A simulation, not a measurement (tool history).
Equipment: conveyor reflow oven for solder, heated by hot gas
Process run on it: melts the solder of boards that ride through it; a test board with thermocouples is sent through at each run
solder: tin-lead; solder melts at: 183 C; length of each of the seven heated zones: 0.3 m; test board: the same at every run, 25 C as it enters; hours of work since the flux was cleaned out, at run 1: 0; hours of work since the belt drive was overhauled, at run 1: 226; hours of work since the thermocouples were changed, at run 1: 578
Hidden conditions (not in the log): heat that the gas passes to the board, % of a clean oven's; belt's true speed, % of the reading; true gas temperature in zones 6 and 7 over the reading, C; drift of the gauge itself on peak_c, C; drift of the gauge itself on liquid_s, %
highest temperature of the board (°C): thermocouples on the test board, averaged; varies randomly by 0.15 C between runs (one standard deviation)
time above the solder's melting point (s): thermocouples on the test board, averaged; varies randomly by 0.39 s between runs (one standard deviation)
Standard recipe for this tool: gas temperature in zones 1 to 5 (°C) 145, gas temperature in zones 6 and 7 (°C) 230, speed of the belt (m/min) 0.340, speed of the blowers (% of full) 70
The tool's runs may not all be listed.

run	hour	gas temperature in zones 1 to 5 (°C)	gas temperature in zones 6 and 7 (°C)	speed of the belt (m/min)	speed of the blowers (% of full)	hours of work since the flux was cleaned out	hours of work since the belt drive was overhauled	hours of work since the thermocouples were changed	highest temperature of the board (°C)	time above the solder's melting point (s)
1	0.0	145	230	0.340	70	0	226	578	215.4	81.0
2	74.2	145	230	0.340	70	45	271	623	215.3	81.1
3	123.1	145	230	0.340	54	75	301	653	212.5	76.5
# hour 163.9: thermocouples of zones 6 and 7 changed
4	168.3	145	230	0.340	54	101	327	3	211.5	75.5
5	248.4	145	230	0.340	78	149	375	51	215.3	80.7
6	286.8	145	230	0.340	65	172	399	74	213.3	78.4
7	337.3	145	230	0.340	65	203	429	105	213.4	78.2
8	396.2	145	230	0.340	65	239	465	141	213.2	79.0
# hour 440.1: flux residue cleaned out of gas plates and filters
9	450.6	130	230	0.340	70	6	495	170	212.5	69.6
10	508.4	130	230	0.340	70	41	530	205	211.8	70.2
11	562.3	130	230	0.340	70	74	562	238	212.1	69.9
12	632.4	156	230	0.340	70	116	605	280	216.6	90.0
# hour 640.9: belt drive overhauled, speed set with a stopwatch
13	697.5	131	230	0.340	64	153	34	317	211.0	69.2
14	758.7	149	238	0.340	70	190	71	354	222.3	90.7
15	844.4	157	243	0.340	58	242	123	406	226.4	99.7
# hour 882.7: flux residue cleaned out of gas plates and filters
16	892.0	145	230	0.363	66	6	149	432	212.9	72.2
17	961.6	145	230	0.340	83	48	191	474	217.2	84.8
18	1004.5	145	230	0.340	83	74	217	500	216.8	84.4
# hour 1032.6: belt drive overhauled, speed set with a stopwatch, once more
19	1060.6	131	230	0.340	86	105	17	532	214.4	73.4
20	1102.4	131	230	0.340	86	131	42	557	214.3	73.5
21	1187.3	145	219	0.291	70	182	94	608	209.5	88.3
22	1234.2	145	243	0.291	70	210	122	637	230.8	110.7
23	1292.9	145	243	0.317	54	246	158	672	225.4	97.2

Take each entry between the runs: how does the hidden state at the last listed run before it differ from the hidden state at the first listed run after it?
Run 3 -> run 4: thermocouples of zones 6 and 7 changed (hour 163.9)
  heat that the gas passes to the board, % of a clean oven's: 98.5 -> 98.1; belt's true speed, % of the reading: 99.62 -> 99.57; true gas temperature in zones 6 and 7 over the reading, C: 1.62 -> 0.36
  difference, measured minus the result without the unlogged condition, highest temperature of the board (°C): +1.2 -> +0.1; time above the solder's melting point (s): +1.7 -> +0.3
Run 8 -> run 9: flux residue cleaned out of gas plates and filters (hour 440.1)
  heat that the gas passes to the board, % of a clean oven's: 96.2 -> 99.5; belt's true speed, % of the reading: 99.34 -> 99.29; true gas temperature in zones 6 and 7 over the reading, C: 0.61 -> 0.67
  difference, measured minus the result without the unlogged condition, highest temperature of the board (°C): -0.1 -> +0.7; time above the solder's melting point (s): +0.2 -> +1.4
Run 12 -> run 13: belt drive overhauled, speed set with a stopwatch (hour 640.9)
  heat that the gas passes to the board, % of a clean oven's: 97.9 -> 97.4; belt's true speed, % of the reading: 99.1 -> 98.73; true gas temperature in zones 6 and 7 over the reading, C: 0.86 -> 0.93
  difference, measured minus the result without the unlogged condition, highest temperature of the board (°C): +0.6 -> +0.6; time above the solder's melting point (s): +1.3 -> +1.5
Run 15 -> run 16: flux residue cleaned out of gas plates and filters (hour 882.7)
  heat that the gas passes to the board, % of a clean oven's: 96.1 -> 99.7; belt's true speed, % of the reading: 98.58 -> 98.53; true gas temperature in zones 6 and 7 over the reading, C: 1.09 -> 1.13
  difference, measured minus the result without the unlogged condition, highest temperature of the board (°C): +0.5 -> +1.3; time above the solder's melting point (s): +1.9 -> +2.8
Run 18 -> run 19: belt drive overhauled, speed set with a stopwatch, once more (hour 1032.6)
  heat that the gas passes to the board, % of a clean oven's: 98.7 -> 98.2; belt's true speed, % of the reading: 98.41 -> 100.09; true gas temperature in zones 6 and 7 over the reading, C: 1.26 -> 1.31
  difference, measured minus the result without the unlogged condition, highest temperature of the board (°C): +1.3 -> +0.6; time above the solder's melting point (s): +2.7 -> +0.5

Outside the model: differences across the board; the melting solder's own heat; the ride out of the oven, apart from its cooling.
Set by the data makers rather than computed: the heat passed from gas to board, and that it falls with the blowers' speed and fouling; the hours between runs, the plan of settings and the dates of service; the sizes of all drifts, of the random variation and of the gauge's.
